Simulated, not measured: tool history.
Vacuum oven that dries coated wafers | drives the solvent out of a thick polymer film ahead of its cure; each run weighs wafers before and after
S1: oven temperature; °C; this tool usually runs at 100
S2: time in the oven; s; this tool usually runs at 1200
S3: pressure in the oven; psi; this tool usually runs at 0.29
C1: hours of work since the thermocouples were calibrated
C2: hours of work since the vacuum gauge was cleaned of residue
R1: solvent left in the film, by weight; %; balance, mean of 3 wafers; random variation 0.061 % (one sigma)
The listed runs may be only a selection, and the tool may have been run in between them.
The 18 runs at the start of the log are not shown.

Run 19, hour 236.5: usual settings but S2 780 s; C1 285; C2 614. Result: R1 4.99 %.
Run 20, hour 244.8: usual settings but S2 780 s; C1 290; C2 620. Result: R1 5.09 %.
Run 21, hour 260.6: usual settings but S2 780 s; C1 301; C2 631. Result: R1 4.96 %.
Run 22, hour 268.1: usual settings but S3 0.657 psi; C1 307; C2 636. Result: R1 3.9 %.
Run 23, hour 277.1: usual settings but S1 91 °C, S2 600 s, S3 0.326 psi; C1 313; C2 642. Result: R1 7.87 %.
Run 24, hour 290.7: usual settings but S1 104 °C, S2 1980 s, S3 0.296 psi; C1 323; C2 652. Result: R1 1.11 %.
Run 25, hour 306.3: usual settings but S1 104 °C, S2 1980 s, S3 0.296 psi; C1 333; C2 663. Result: R1 1.17 %.
Run 26, hour 322.6: usual settings but S1 104 °C, S2 1980 s, S3 0.296 psi; C1 345; C2 674. Result: R1 1.13 %.
Run 27, hour 337.6: usual settings but S2 780 s, S3 0.882 psi; C1 355; C2 685. Result: R1 5.57 %.
Run 28, hour 347: usual settings but S3 0.234 psi; C1 362; C2 691. Result: R1 3.22 %.
Run 29, hour 359.1: usual settings but S1 113 °C, S2 780 s; C1 370; C2 700. Result: R1 1.81 %.
Run 30, hour 367.7: usual settings but S1 93 °C, S2 1020 s, S3 0.564 psi; C1 376; C2 706. Result: R1 6.1 %.
Run 31, hour 386.2: usual settings but S1 93 °C, S2 660 s, S3 0.248 psi; C1 389; C2 719. Result: R1 7.34 %.
Run 32, hour 397.7: usual settings but S1 108 °C, S2 600 s, S3 1.034 psi; C1 397; C2 727. Result: R1 4.61 %.

Expected results for the next run?
Run 33, hour 414.2: usual settings but S1 104 °C, S2 1260 s, S3 1.034 psi; C1 409; C2 738. Result: R1 ?.

For run 33 the tool returned R1 3.16 %.
Had the tool carried no hidden state, the very same run would have given R1 3.32 %.
